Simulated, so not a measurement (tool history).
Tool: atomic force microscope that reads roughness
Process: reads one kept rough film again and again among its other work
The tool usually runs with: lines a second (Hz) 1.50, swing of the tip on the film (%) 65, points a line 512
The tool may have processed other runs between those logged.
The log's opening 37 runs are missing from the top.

run   hour  lines a second (Hz)  swing of the tip on the film (%)  points a line  roughness of the kept film (nm (root mean square))
 38  606.1                 0.90                                56            392                                               1.249
 39  629.7                 1.33                                56           1014                                               1.236
     640.9  -- new tip fitted
 40  653.0                 1.33                                56           1014                                               1.244
 41  671.8                 1.50                                82            642                                               1.090
 42  683.7                 2.86                                85            376                                               0.922
 43  701.4                 1.62                                85            376                                               1.042
 44  719.3                 1.62                                85            376                                               1.039
 45  733.2                 1.62                                60            376                                               1.208
 46  743.4                 1.16                                81            733                                               1.126
 47  764.6                 1.92                                67            512                                               1.158
 48  781.4                 1.16                                75            307                                               1.150
 49  796.7                 0.81                                85            308                                               1.143
 50  818.2                 0.88                                56            629                                               1.247
 51  838.5                 1.50                                86            512                                               1.042
 52  860.5                 1.50                                86            512                                               1.050
 53  875.9                 1.33                                86            329                                               1.061

Consider 4 possible next runs. They are alternatives, not a sequence: every one starts from the tool as it was left by run 53. What does each give?
  A  899.4                 1.91                                67            512                                                   ?
  B  899.4                 1.22                                58            512                                                   ?
  C  899.4                 1.50                                76            512                                                   ?
  D  899.4                 1.21                                86            329                                                   ?

run  roughness of the kept film (nm (root mean square))
  A                                               1.156
  B                                               1.222
  C                                               1.130
  D                                               1.086
Had the tool no hidden state, the same runs would have come out as:
run  roughness of the kept film (nm (root mean square))
  A                                               1.160
  B                                               1.225
  C                                               1.133
  D                                               1.089

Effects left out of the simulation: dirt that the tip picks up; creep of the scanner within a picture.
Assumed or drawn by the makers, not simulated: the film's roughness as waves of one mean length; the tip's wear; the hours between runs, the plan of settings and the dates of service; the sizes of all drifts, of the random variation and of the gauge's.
